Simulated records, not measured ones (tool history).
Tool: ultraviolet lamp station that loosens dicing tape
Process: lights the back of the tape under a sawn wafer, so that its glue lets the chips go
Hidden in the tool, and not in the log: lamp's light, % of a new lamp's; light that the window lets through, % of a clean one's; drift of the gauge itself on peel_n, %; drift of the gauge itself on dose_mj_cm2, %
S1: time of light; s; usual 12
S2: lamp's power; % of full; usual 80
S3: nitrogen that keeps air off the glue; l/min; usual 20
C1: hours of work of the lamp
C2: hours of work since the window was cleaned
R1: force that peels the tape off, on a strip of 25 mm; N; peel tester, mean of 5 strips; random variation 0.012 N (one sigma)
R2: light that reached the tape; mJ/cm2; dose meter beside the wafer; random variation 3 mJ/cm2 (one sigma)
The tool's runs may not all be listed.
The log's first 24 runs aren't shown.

run 25 hour=847.7 | S1=10 S2=98 S3=11 | C1=949 C2=302 | R1=1.243 R2=326
run 26 hour=889.5 | S1=10 S2=98 S3=32 | C1=978 C2=331 | R1=0.708 R2=323
run 27 hour=928.9 | S1=14 S2=72 S3=20 | C1=1005 C2=359 | R1=0.874 R2=326
run 28 hour=977.8 | S1=14 S2=72 S3=20 | C1=1039 C2=392 | R1=0.908 R2=326
run 29 hour=1007.3 | S1=14 S2=72 S3=20 | C1=1059 C2=413 | R1=0.915 R2=327
run 30 hour=1052 | S1=21 S2=71 S3=9 | C1=1090 C2=444 | R1=0.858 R2=468
run 31 hour=1084 | S1=21 S2=71 S3=9 | C1=1112 C2=466 | R1=0.85 R2=469
-- hour=1101.5 lamp changed
run 32 hour=1128.9 | S1=9 S2=67 S3=20 | C1=19 C2=497 | R1=1.328 R2=247
run 33 hour=1173.1 | S1=12 S2=84 S3=20 | C1=50 C2=527 | R1=0.616 R2=412
run 34 hour=1199.9 | S1=12 S2=63 S3=16 | C1=68 C2=546 | R1=1.128 R2=311
run 35 hour=1248.6 | S1=12 S2=80 S3=11 | C1=102 C2=580 | R1=1.024 R2=388
-- hour=1256.3 window cleaned of glue's vapour
run 36 hour=1276.6 | S1=12 S2=75 S3=17 | C1=121 C2=14 | R1=0.746 R2=383
run 37 hour=1311 | S1=12 S2=75 S3=17 | C1=145 C2=38 | R1=0.752 R2=375
run 38 hour=1331.2 | S1=23 S2=84 S3=7 | C1=159 C2=52 | R1=0.423 R2=812
run 39 hour=1365.8 | S1=23 S2=84 S3=7 | C1=183 C2=76 | R1=0.405 R2=813
run 40 hour=1393.4 | S1=23 S2=84 S3=7 | C1=202 C2=95 | R1=0.432 R2=807
run 41 hour=1439.1 | S1=23 S2=93 S3=36 | C1=234 C2=127 | R1=0.17 R2=878
run 42 hour=1470.2 | S1=23 S2=93 S3=36 | C1=255 C2=148 | R1=0.169 R2=871
run 43 hour=1491.6 | S1=8 S2=63 S3=39 | C1=270 C2=163 | R1=1.213 R2=204

4 ways to go on from here, each from the tool as it stands after run 43. What would each give?
run A hour=1528.4 | S1=20 S2=80 S3=20 | C1=296 C2=189 | R1=? R2=?
run B hour=1528.4 | S1=14 S2=68 S3=8 | C1=296 C2=189 | R1=? R2=?
run C hour=1528.4 | S1=16 S2=92 S3=14 | C1=296 C2=189 | R1=? R2=?
run D hour=1528.4 | S1=19 S2=77 S3=39 | C1=296 C2=189 | R1=? R2=?

run=A R1=0.295 R2=644
run=B R1=1.231 R2=379
run=C R1=0.437 R2=591
run=D R1=0.237 R2=592
Without the tool's hidden state the same runs would have given:
run=A R1=0.246 R2=727
run=B R1=1.049 R2=428
run=C R1=0.353 R2=668
run=D R1=0.205 R2=669
